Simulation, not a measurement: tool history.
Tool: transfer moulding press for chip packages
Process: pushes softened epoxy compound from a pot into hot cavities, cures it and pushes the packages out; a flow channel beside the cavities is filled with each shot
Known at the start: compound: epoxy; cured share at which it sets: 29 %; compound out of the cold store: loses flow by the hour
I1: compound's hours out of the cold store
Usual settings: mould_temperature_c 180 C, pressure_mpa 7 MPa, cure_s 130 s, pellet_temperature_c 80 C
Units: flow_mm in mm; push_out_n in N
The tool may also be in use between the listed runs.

{"run": 1, "hour": 0.0, "mould_temperature_c": 180, "pressure_mpa": 7, "cure_s": 130, "pellet_temperature_c": 80, "I1": 34.7, "flow_mm": 503, "push_out_n": 403}
{"run": 2, "hour": 13.8, "mould_temperature_c": 180, "pressure_mpa": 7, "cure_s": 130, "pellet_temperature_c": 80, "I1": 24.1, "flow_mm": 530, "push_out_n": 400}
{"hour": 28.9, "done": "cavities cleaned with cleaning compound and waxed"}
{"run": 3, "hour": 30.0, "mould_temperature_c": 180, "pressure_mpa": 7, "cure_s": 130, "pellet_temperature_c": 80, "I1": 9.6, "flow_mm": 570, "push_out_n": 378}
{"run": 4, "hour": 44.6, "mould_temperature_c": 180, "pressure_mpa": 7, "cure_s": 130, "pellet_temperature_c": 80, "I1": 34.8, "flow_mm": 504, "push_out_n": 387}
{"run": 5, "hour": 58.6, "mould_temperature_c": 180, "pressure_mpa": 7, "cure_s": 130, "pellet_temperature_c": 80, "I1": 19, "flow_mm": 547, "push_out_n": 401}
{"run": 6, "hour": 70.3, "mould_temperature_c": 180, "pressure_mpa": 7.21, "cure_s": 130, "pellet_temperature_c": 80, "I1": 20.9, "flow_mm": 547, "push_out_n": 395}
{"run": 7, "hour": 79.8, "mould_temperature_c": 180, "pressure_mpa": 7, "cure_s": 130, "pellet_temperature_c": 80, "I1": 25.1, "flow_mm": 525, "push_out_n": 392}
{"hour": 90.7, "done": "cavities cleaned with cleaning compound and waxed"}
{"run": 8, "hour": 94.2, "mould_temperature_c": 180, "pressure_mpa": 7, "cure_s": 130, "pellet_temperature_c": 80, "I1": 15.3, "flow_mm": 557, "push_out_n": 387}
{"run": 9, "hour": 103.8, "mould_temperature_c": 183, "pressure_mpa": 7, "cure_s": 130, "pellet_temperature_c": 80, "I1": 27.1, "flow_mm": 516, "push_out_n": 380}
{"run": 10, "hour": 118.8, "mould_temperature_c": 177, "pressure_mpa": 7, "cure_s": 130, "pellet_temperature_c": 80, "I1": 25.3, "flow_mm": 540, "push_out_n": 397}
{"run": 11, "hour": 128.4, "mould_temperature_c": 177, "pressure_mpa": 7, "cure_s": 130, "pellet_temperature_c": 80, "I1": 28.4, "flow_mm": 529, "push_out_n": 406}
{"run": 12, "hour": 136.7, "mould_temperature_c": 180, "pressure_mpa": 7, "cure_s": 130, "pellet_temperature_c": 85, "I1": 19.7, "flow_mm": 540, "push_out_n": 408}
{"run": 13, "hour": 143.7, "mould_temperature_c": 176, "pressure_mpa": 7.79, "cure_s": 132, "pellet_temperature_c": 74, "I1": 10.7, "flow_mm": 617, "push_out_n": 412}
{"hour": 152.4, "done": "cavities cleaned with cleaning compound and waxed"}
{"run": 14, "hour": 157.4, "mould_temperature_c": 186, "pressure_mpa": 8.63, "cure_s": 130, "pellet_temperature_c": 86, "I1": 38.3, "flow_mm": 529, "push_out_n": 372}
{"run": 15, "hour": 168.8, "mould_temperature_c": 182, "pressure_mpa": 8.63, "cure_s": 157, "pellet_temperature_c": 76, "I1": 28, "flow_mm": 568, "push_out_n": 378}
{"run": 16, "hour": 180.8, "mould_temperature_c": 182, "pressure_mpa": 6.57, "cure_s": 157, "pellet_temperature_c": 76, "I1": 14.7, "flow_mm": 528, "push_out_n": 368}
{"run": 17, "hour": 191.8, "mould_temperature_c": 180, "pressure_mpa": 7, "cure_s": 130, "pellet_temperature_c": 74, "I1": 34.9, "flow_mm": 510, "push_out_n": 414}
{"run": 18, "hour": 199.3, "mould_temperature_c": 180, "pressure_mpa": 7, "cure_s": 114, "pellet_temperature_c": 77, "I1": 46.9, "flow_mm": 476, "push_out_n": 417}
{"hour": 211.3, "done": "mould's thermocouples calibrated"}
{"run": 19, "hour": 212.8, "mould_temperature_c": 180, "pressure_mpa": 5.38, "cure_s": 130, "pellet_temperature_c": 80, "I1": 13.9, "flow_mm": 486, "push_out_n": 393}
{"hour": 215.6, "done": "cavities cleaned with cleaning compound and waxed"}
{"run": 20, "hour": 222.4, "mould_temperature_c": 179, "pressure_mpa": 8.47, "cure_s": 138, "pellet_temperature_c": 83, "I1": 34.1, "flow_mm": 561, "push_out_n": 369}
{"run": 21, "hour": 233.5, "mould_temperature_c": 185, "pressure_mpa": 7, "cure_s": 166, "pellet_temperature_c": 80, "I1": 27.8, "flow_mm": 506, "push_out_n": 364}
{"run": 22, "hour": 240.5, "mould_temperature_c": 180, "pressure_mpa": 8.27, "cure_s": 155, "pellet_temperature_c": 80, "I1": 35.3, "flow_mm": 551, "push_out_n": 378}
{"run": 23, "hour": 248.4, "mould_temperature_c": 184, "pressure_mpa": 6.4, "cure_s": 126, "pellet_temperature_c": 74, "I1": 24.1, "flow_mm": 494, "push_out_n": 371}
{"run": 24, "hour": 257.9, "mould_temperature_c": 172, "pressure_mpa": 5.52, "cure_s": 163, "pellet_temperature_c": 80, "I1": 39.1, "flow_mm": 462, "push_out_n": 404}

4 ways to go on from here, each from the tool as it stands after run 24. What would each give?
{"run": "A", "hour": 267.8, "mould_temperature_c": 180, "pressure_mpa": 7, "cure_s": 131, "pellet_temperature_c": 84, "I1": 25.9, "flow_mm": "?", "push_out_n": "?"}
{"run": "B", "hour": 267.8, "mould_temperature_c": 178, "pressure_mpa": 7, "cure_s": 131, "pellet_temperature_c": 72, "I1": 12.6, "flow_mm": "?", "push_out_n": "?"}
{"run": "C", "hour": 267.8, "mould_temperature_c": 177, "pressure_mpa": 7.28, "cure_s": 168, "pellet_temperature_c": 80, "I1": 8, "flow_mm": "?", "push_out_n": "?"}
{"run": "D", "hour": 267.8, "mould_temperature_c": 180, "pressure_mpa": 8.71, "cure_s": 130, "pellet_temperature_c": 88, "I1": 29.7, "flow_mm": "?", "push_out_n": "?"}

run=A flow_mm=527 push_out_n=393
run=B flow_mm=568 push_out_n=410
run=C flow_mm=598 push_out_n=397
run=D flow_mm=570 push_out_n=401
Without the tool's hidden state the same runs would have given:
run=A flow_mm=528 push_out_n=390
run=B flow_mm=568 push_out_n=407
run=C flow_mm=598 push_out_n=394
run=D flow_mm=570 push_out_n=398

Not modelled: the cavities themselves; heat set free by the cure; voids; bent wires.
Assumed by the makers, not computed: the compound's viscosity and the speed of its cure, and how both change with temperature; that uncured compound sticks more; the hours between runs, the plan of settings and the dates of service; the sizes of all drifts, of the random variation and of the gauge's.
